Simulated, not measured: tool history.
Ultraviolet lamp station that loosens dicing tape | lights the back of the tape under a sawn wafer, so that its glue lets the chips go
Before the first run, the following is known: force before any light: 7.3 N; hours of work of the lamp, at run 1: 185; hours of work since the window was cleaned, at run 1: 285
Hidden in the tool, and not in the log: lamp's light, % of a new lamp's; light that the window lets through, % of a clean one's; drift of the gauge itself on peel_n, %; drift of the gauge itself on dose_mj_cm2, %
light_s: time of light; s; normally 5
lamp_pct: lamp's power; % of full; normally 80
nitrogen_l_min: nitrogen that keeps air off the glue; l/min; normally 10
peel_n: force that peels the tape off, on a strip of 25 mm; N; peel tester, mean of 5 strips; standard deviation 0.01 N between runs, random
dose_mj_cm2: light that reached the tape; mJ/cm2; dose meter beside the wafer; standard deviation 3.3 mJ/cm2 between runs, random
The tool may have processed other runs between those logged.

run   hour  light_s  lamp_pct  nitrogen_l_min  hours of work of the lamp  hours of work since the window was cleaned  peel_n  dose_mj_cm2
  1      0        5        80              10                        185                                         285    0.53          472
  2    7.6        5        80              10                        190                                         289   0.547          475
  3   13.8        2        80              10                        194                                         293   2.427          187
  4   18.8        5        80               4                        197                                         296   1.093          474
  5   25.4        5        80               4                        201                                         300   1.074          470
  6     33        5        80               4                        206                                         305   1.124          472
  7   38.6        5        80               4                        209                                         309   1.059          470
  8   49.9        5        80               4                        217                                         316   1.049          464
  9   56.6        5        80               4                        221                                         320   1.071          469
 10   65.4        5        80              10                        226                                         325   0.562          465
 11   76.1        5        80              10                        233                                         332   0.571          467
 12   85.6        5        80              10                        239                                         338   0.572          462
 13   96.4        5        80              10                        246                                         345   0.584          465
 14  104.1        5        80              10                        250                                         350   0.587          461
     105.2  -- window cleaned of glue's vapour
 15  112.2        5        80              10                        255                                           4   0.622          453
 16  119.7        5        80              10                        260                                           9   0.605          449
 17  125.2        5        80              10                        263                                          13   0.588          452
 18  134.1        5        80              10                        269                                          18   0.608          450
 19  139.7        5        80              10                        272                                          22   0.632          452
 20  145.7        3        65               4                        276                                          25   2.896          218
 21  152.9        3        80               5                        281                                          30    2.06          269
 22  164.5        7        80              10                        288                                          37   0.315          626
     170.8  -- window cleaned of glue's vapour, once more
 23  173.9        3        68               6                        294                                           2   2.103          256
 24  182.6        2        90               6                        299                                           7   2.421          227
 25  188.8        3        96               6                        303                                          11   1.332          356
 26  194.5        3        96               6                        306                                          15    1.33          358
 27  201.3        5        67               6                        311                                          19   1.062          407
 28  211.9        5        67               6                        317                                          26   1.025          411
 29    221        3        66               6                        323                                          31   2.183          245
 30  229.3        3        66              19                        328                                          37   1.294          241
 31    236        5        85              15                        332                                          41   0.357          519
 32  246.5        7        96               8                        339                                          47   0.238          817
 33  253.6        5        65              10                        343                                          52   0.783          394
 34  261.2        5        65              10                        348                                          57   0.783          401
 35  268.4        9        97              10                        353                                          61   0.202         1055
 36  275.3        9        97              10                        357                                          65   0.188         1061

Some steps in peel_n between neighbouring runs. How much of each would the tool show without its hidden state too (settings, what came in, random variation), and how much is left for the hidden state, with any gauge scatter that isn't in both results?
Run 2 -> 3: light_s 5 -> 2. peel_n +1.88 N: hidden state +0.165, all else +1.715.
Run 19 -> 20: light_s 5 -> 3, lamp_pct 80 -> 65, nitrogen_l_min 10 -> 4. peel_n +2.264 N: hidden state +0.236, all else +2.028.
Run 21 -> 22: light_s 3 -> 7, nitrogen_l_min 5 -> 10. peel_n -1.745 N: hidden state -0.297, all else -1.448.
Run 22 -> 23: light_s 7 -> 3, lamp_pct 80 -> 68, nitrogen_l_min 10 -> 6, window cleaned of glue's vapour, once more. peel_n +1.788 N: hidden state +0.069, all else +1.719.
